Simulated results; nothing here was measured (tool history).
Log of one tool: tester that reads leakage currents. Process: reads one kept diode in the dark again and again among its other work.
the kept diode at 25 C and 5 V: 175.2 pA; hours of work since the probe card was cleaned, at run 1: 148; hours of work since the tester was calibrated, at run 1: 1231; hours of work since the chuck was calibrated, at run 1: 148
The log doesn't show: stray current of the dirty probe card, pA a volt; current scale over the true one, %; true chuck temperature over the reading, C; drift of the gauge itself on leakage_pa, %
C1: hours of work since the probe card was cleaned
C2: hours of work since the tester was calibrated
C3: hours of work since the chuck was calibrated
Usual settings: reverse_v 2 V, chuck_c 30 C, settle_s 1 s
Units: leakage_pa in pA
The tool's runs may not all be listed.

run 1 hour=0 | reverse_v=2 chuck_c=30 settle_s=1 | C1=148 C2=1231 C3=148 | leakage_pa=188.74
run 2 hour=98.8 | reverse_v=2 chuck_c=30 settle_s=1 | C1=197 C2=1279 C3=197 | leakage_pa=189.15
run 3 hour=262.5 | reverse_v=2 chuck_c=30 settle_s=1 | C1=276 C2=1359 C3=276 | leakage_pa=186
run 4 hour=413.2 | reverse_v=10.91 chuck_c=30 settle_s=1 | C1=350 C2=1432 C3=350 | leakage_pa=363.68
run 5 hour=573.1 | reverse_v=10.91 chuck_c=30 settle_s=1 | C1=428 C2=1510 C3=428 | leakage_pa=359.77
run 6 hour=673.3 | reverse_v=2 chuck_c=30 settle_s=1 | C1=477 C2=1559 C3=477 | leakage_pa=181.26
run 7 hour=796.3 | reverse_v=2 chuck_c=30 settle_s=0.68 | C1=537 C2=1619 C3=537 | leakage_pa=180.84
run 8 hour=887.1 | reverse_v=3.55 chuck_c=30 settle_s=0.68 | C1=581 C2=1664 C3=581 | leakage_pa=226.55
run 9 hour=1007.4 | reverse_v=3.55 chuck_c=30 settle_s=0.68 | C1=640 C2=1722 C3=640 | leakage_pa=224.74
run 10 hour=1172.9 | reverse_v=2 chuck_c=30 settle_s=1 | C1=720 C2=1803 C3=720 | leakage_pa=176.36
run 11 hour=1252.7 | reverse_v=2 chuck_c=30 settle_s=1 | C1=759 C2=1842 C3=759 | leakage_pa=175.51
run 12 hour=1358.8 | reverse_v=2 chuck_c=30 settle_s=1 | C1=811 C2=1894 C3=811 | leakage_pa=174.1
run 13 hour=1482 | reverse_v=2 chuck_c=30 settle_s=1 | C1=871 C2=1954 C3=871 | leakage_pa=174.27
run 14 hour=1637 | reverse_v=2 chuck_c=30 settle_s=1 | C1=947 C2=2029 C3=947 | leakage_pa=173.08
-- hour=1728.9 tester calibrated
run 15 hour=1732.1 | reverse_v=2 chuck_c=30 settle_s=1.74 | C1=992 C2=2 C3=992 | leakage_pa=172.43
run 16 hour=1856.8 | reverse_v=2 chuck_c=30 settle_s=1.74 | C1=1053 C2=62 C3=1053 | leakage_pa=171.41
run 17 hour=1945.9 | reverse_v=2 chuck_c=30 settle_s=1.14 | C1=1096 C2=106 C3=1096 | leakage_pa=170.44
run 18 hour=2106.8 | reverse_v=2 chuck_c=30 settle_s=1.14 | C1=1175 C2=184 C3=1175 | leakage_pa=169.27
run 19 hour=2210.6 | reverse_v=2 chuck_c=30 settle_s=1 | C1=1225 C2=235 C3=1225 | leakage_pa=167.8
run 20 hour=2310.3 | reverse_v=2 chuck_c=30 settle_s=1 | C1=1274 C2=284 C3=1274 | leakage_pa=167.93
run 21 hour=2467.3 | reverse_v=2 chuck_c=30 settle_s=1 | C1=1351 C2=360 C3=1351 | leakage_pa=165.78
run 22 hour=2597.6 | reverse_v=2.58 chuck_c=30 settle_s=2.87 | C1=1414 C2=424 C3=1414 | leakage_pa=182.14
run 23 hour=2695 | reverse_v=9.63 chuck_c=34 settle_s=1 | C1=1462 C2=471 C3=1462 | leakage_pa=435.78
run 24 hour=2764.3 | reverse_v=2 chuck_c=23 settle_s=1 | C1=1495 C2=505 C3=1495 | leakage_pa=86.8
run 25 hour=2860.6 | reverse_v=2 chuck_c=34 settle_s=2.47 | C1=1542 C2=552 C3=1542 | leakage_pa=230.02
-- hour=2944.6 chuck's temperature calibrated
run 26 hour=2967.8 | reverse_v=9.24 chuck_c=34 settle_s=0.58 | C1=1594 C2=603 C3=11 | leakage_pa=495.56
run 27 hour=3112.7 | reverse_v=9.24 chuck_c=34 settle_s=0.58 | C1=1664 C2=674 C3=82 | leakage_pa=489.58
run 28 hour=3227.4 | reverse_v=2.48 chuck_c=49 settle_s=2.02 | C1=1720 C2=730 C3=138 | leakage_pa=981.22
run 29 hour=3298.9 | reverse_v=15.27 chuck_c=48 settle_s=1.09 | C1=1755 C2=765 C3=173 | leakage_pa=1866.6
run 30 hour=3432.4 | reverse_v=11.35 chuck_c=25 settle_s=1 | C1=1820 C2=830 C3=238 | leakage_pa=238.98
run 31 hour=3561.9 | reverse_v=2 chuck_c=21 settle_s=0.33 | C1=1883 C2=893 C3=301 | leakage_pa=83.06
run 32 hour=3710.2 | reverse_v=11.99 chuck_c=57 settle_s=8.63 | C1=1956 C2=965 C3=373 | leakage_pa=3281.51
run 33 hour=3875.8 | reverse_v=11.99 chuck_c=57 settle_s=8.63 | C1=2037 C2=1046 C3=454 | leakage_pa=3294.2
run 34 hour=3977.2 | reverse_v=2 chuck_c=56 settle_s=2.3 | C1=2086 C2=1096 C3=504 | leakage_pa=1495.14
run 35 hour=4076.9 | reverse_v=13.78 chuck_c=26 settle_s=1.21 | C1=2135 C2=1144 C3=552 | leakage_pa=272.32
run 36 hour=4212.6 | reverse_v=17.51 chuck_c=47 settle_s=1.21 | C1=2201 C2=1210 C3=618 | leakage_pa=1731.56
run 37 hour=4309.1 | reverse_v=1.2 chuck_c=46 settle_s=0.44 | C1=2248 C2=1257 C3=665 | leakage_pa=555.03
run 38 hour=4466.4 | reverse_v=1.66 chuck_c=49 settle_s=0.44 | C1=2325 C2=1334 C3=742 | leakage_pa=795.23
run 39 hour=4626.5 | reverse_v=1.23 chuck_c=30 settle_s=1 | C1=2403 C2=1412 C3=820 | leakage_pa=142.5
run 40 hour=4724.5 | reverse_v=2 chuck_c=41 settle_s=1 | C1=2450 C2=1460 C3=868 | leakage_pa=443.95
run 41 hour=4846.7 | reverse_v=2 chuck_c=41 settle_s=1 | C1=2510 C2=1520 C3=928 | leakage_pa=438.53

Hidden state at the last listed run before each entry between runs and at the first one after, where it differs:
Between runs 14 and 15: tester calibrated (hour 1728.9)
  stray current of the dirty probe card, pA a volt: 0.126 -> 0.132; current scale over the true one, %: -0.58 -> 0.09; true chuck temperature over the reading, C: -1.19 -> -1.24
  measured less the result without the state, leakage_pa: -20.01 -> -19.57 pA
Between runs 25 and 26: chuck's temperature calibrated (hour 2944.6)
  stray current of the dirty probe card, pA a volt: 0.194 -> 0.2; current scale over the true one, %: -0.09 -> -0.1; true chuck temperature over the reading, C: -1.94 -> -0.14
  measured less the result without the state, leakage_pa: -41.73 -> -4.88 pA

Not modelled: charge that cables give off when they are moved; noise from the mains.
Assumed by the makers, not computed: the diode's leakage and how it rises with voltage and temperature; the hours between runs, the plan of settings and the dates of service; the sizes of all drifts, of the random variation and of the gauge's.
